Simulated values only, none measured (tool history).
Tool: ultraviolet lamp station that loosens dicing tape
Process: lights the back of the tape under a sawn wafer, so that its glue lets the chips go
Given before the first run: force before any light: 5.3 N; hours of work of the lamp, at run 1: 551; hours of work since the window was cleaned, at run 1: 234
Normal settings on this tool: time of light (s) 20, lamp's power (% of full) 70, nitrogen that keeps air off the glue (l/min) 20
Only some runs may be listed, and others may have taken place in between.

run	hour	time of light (s)	lamp's power (% of full)	nitrogen that keeps air off the glue (l/min)	hours of work of the lamp	hours of work since the window was cleaned	force that peels the tape off (N)	light that reached the tape (mJ/cm²)
1	0.0	20	70	20	551	234	0.712	362
2	16.8	20	70	20	562	244	0.710	360
3	39.0	20	70	20	576	258	0.730	354
4	56.2	20	70	20	586	269	0.705	356
5	69.4	20	70	11	594	277	1.029	354
6	87.4	20	70	20	606	288	0.705	354
7	115.0	20	70	20	623	305	0.727	345
8	141.8	20	80	20	639	322	0.616	394
9	153.0	20	80	20	646	329	0.597	390
# hour 155.3: window cleaned of glue's vapour
10	171.2	20	80	20	657	10	0.604	393
11	185.7	39	96	17	666	19	0.184	910
12	211.0	25	87	7	682	34	0.722	525
13	225.3	25	87	7	691	43	0.748	518

What does the tool deliver on the next run?
14	249.8	20	70	20	706	58	?	?

{"run 14": {"force that peels the tape off (N)": 0.809, "light that reached the tape (mJ/cm²)": 335}}
Minus the tool's unlogged condition, the same run would have read force that peels the tape off (N) 0.512, light that reached the tape (mJ/cm²) 433.
